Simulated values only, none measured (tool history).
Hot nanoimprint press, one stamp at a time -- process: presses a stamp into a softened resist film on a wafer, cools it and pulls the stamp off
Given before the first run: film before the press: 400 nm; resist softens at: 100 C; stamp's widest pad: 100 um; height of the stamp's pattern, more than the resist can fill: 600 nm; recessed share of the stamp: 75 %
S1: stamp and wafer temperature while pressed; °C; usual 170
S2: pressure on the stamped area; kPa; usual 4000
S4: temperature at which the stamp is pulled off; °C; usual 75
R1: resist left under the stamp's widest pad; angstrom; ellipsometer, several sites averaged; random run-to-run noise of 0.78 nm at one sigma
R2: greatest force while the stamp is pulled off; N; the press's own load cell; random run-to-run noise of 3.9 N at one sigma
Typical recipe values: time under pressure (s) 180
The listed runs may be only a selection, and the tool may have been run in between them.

{"run": 1, "day": 0.0, "S1": 170, "S2": 4000, "time under pressure (s)": 180, "S4": 75, "R1": 1536, "R2": 195}
{"run": 2, "day": 0.454, "S1": 170, "S2": 4000, "time under pressure (s)": 180, "S4": 68, "R1": 1527, "R2": 239}
{"run": 3, "day": 0.829, "S1": 170, "S2": 4000, "time under pressure (s)": 180, "S4": 75, "R1": 1528, "R2": 218}
{"run": 4, "day": 1.267, "S1": 170, "S2": 4000, "time under pressure (s)": 180, "S4": 75, "R1": 1532, "R2": 204}
{"run": 5, "day": 1.817, "S1": 170, "S2": 4000, "time under pressure (s)": 180, "S4": 75, "R1": 1537, "R2": 204}
{"run": 6, "day": 2.379, "S1": 170, "S2": 4000, "time under pressure (s)": 306, "S4": 75, "R1": 1229, "R2": 215}
{"run": 7, "day": 2.862, "S1": 170, "S2": 4000, "time under pressure (s)": 306, "S4": 75, "R1": 1237, "R2": 202}
{"run": 8, "day": 3.225, "S1": 170, "S2": 4000, "time under pressure (s)": 180, "S4": 75, "R1": 1534, "R2": 214}
{"run": 9, "day": 3.583, "S1": 170, "S2": 4000, "time under pressure (s)": 180, "S4": 75, "R1": 1551, "R2": 216}
{"run": 10, "day": 4.146, "S1": 170, "S2": 4000, "time under pressure (s)": 171, "S4": 75, "R1": 1570, "R2": 206}
{"run": 11, "day": 4.729, "S1": 170, "S2": 3650, "time under pressure (s)": 180, "S4": 75, "R1": 1608, "R2": 213}
{"run": 12, "day": 5.058, "S1": 170, "S2": 3650, "time under pressure (s)": 180, "S4": 75, "R1": 1617, "R2": 219}
{"run": 13, "day": 5.542, "S1": 170, "S2": 4000, "time under pressure (s)": 180, "S4": 75, "R1": 1536, "R2": 218}
{"run": 14, "day": 5.921, "S1": 170, "S2": 4000, "time under pressure (s)": 180, "S4": 75, "R1": 1542, "R2": 217}
{"run": 15, "day": 6.267, "S1": 170, "S2": 4920, "time under pressure (s)": 180, "S4": 75, "R1": 1409, "R2": 213}
{"run": 16, "day": 6.792, "S1": 159, "S2": 5150, "time under pressure (s)": 180, "S4": 63, "R1": 2210, "R2": 277}
{"run": 17, "day": 7.046, "S1": 159, "S2": 5150, "time under pressure (s)": 180, "S4": 63, "R1": 2214, "R2": 281}
{"run": 18, "day": 7.75, "S1": 170, "S2": 5150, "time under pressure (s)": 180, "S4": 82, "R1": 1407, "R2": 182}
{"run": 19, "day": 8.004, "S1": 170, "S2": 4000, "time under pressure (s)": 196, "S4": 75, "R1": 1526, "R2": 222}
{"run": 20, "day": 8.421, "S1": 170, "S2": 5370, "time under pressure (s)": 196, "S4": 73, "R1": 1324, "R2": 230}
{"run": 21, "day": 9.029, "S1": 170, "S2": 4640, "time under pressure (s)": 180, "S4": 75, "R1": 1484, "R2": 226}
{"run": 22, "day": 9.408, "S1": 170, "S2": 4640, "time under pressure (s)": 180, "S4": 75, "R1": 1466, "R2": 223}
{"run": 23, "day": 9.996, "S1": 162, "S2": 4640, "time under pressure (s)": 340, "S4": 75, "R1": 1626, "R2": 228}
{"run": 24, "day": 10.571, "S1": 162, "S2": 4640, "time under pressure (s)": 340, "S4": 75, "R1": 1510, "R2": 219}
{"run": 25, "day": 10.817, "S1": 167, "S2": 2600, "time under pressure (s)": 312, "S4": 71, "R1": 1643, "R2": 241}
{"run": 26, "day": 11.308, "S1": 167, "S2": 2600, "time under pressure (s)": 312, "S4": 71, "R1": 1656, "R2": 243}
{"run": 27, "day": 11.683, "S1": 170, "S2": 4450, "time under pressure (s)": 180, "S4": 75, "R1": 1410, "R2": 224}
{"run": 28, "day": 12.171, "S1": 170, "S2": 3880, "time under pressure (s)": 163, "S4": 77, "R1": 1560, "R2": 208}
{"run": 29, "day": 12.625, "S1": 170, "S2": 4760, "time under pressure (s)": 180, "S4": 65, "R1": 1375, "R2": 273}
{"run": 30, "day": 13.096, "S1": 170, "S2": 3190, "time under pressure (s)": 206, "S4": 67, "R1": 1579, "R2": 271}

Between the runs listed above, the log contained 2 entries, not reproduced here. Where in the sequence does each belong, and how does what the log doesn't record of the tool's condition differ from the listed run before to the listed run after?
From run 17 to run 18: plate thermocouple calibrated (day 7.225)
  true temperature over the reading, C: -0.83 -> -1.27; pressure that arrives at the usual setting, %: 98.82 -> 98.79; grip of the stamp's worn release coat, % over a new coat's: 15 -> 15.6
  the result without the hidden state subtracted from the measured one, R1: +87 -> +85 angstrom; R2: +40 -> +31 N
From run 23 to run 24: plate thermocouple calibrated, once more (day 10.167)
  true temperature over the reading, C: -1.35 -> 0.12; pressure that arrives at the usual setting, %: 98.7 -> 98.68; grip of the stamp's worn release coat, % over a new coat's: 17.7 -> 18.1
  the result without the hidden state subtracted from the measured one, R1: +110 -> +2 angstrom; R2: +40 -> +33 N
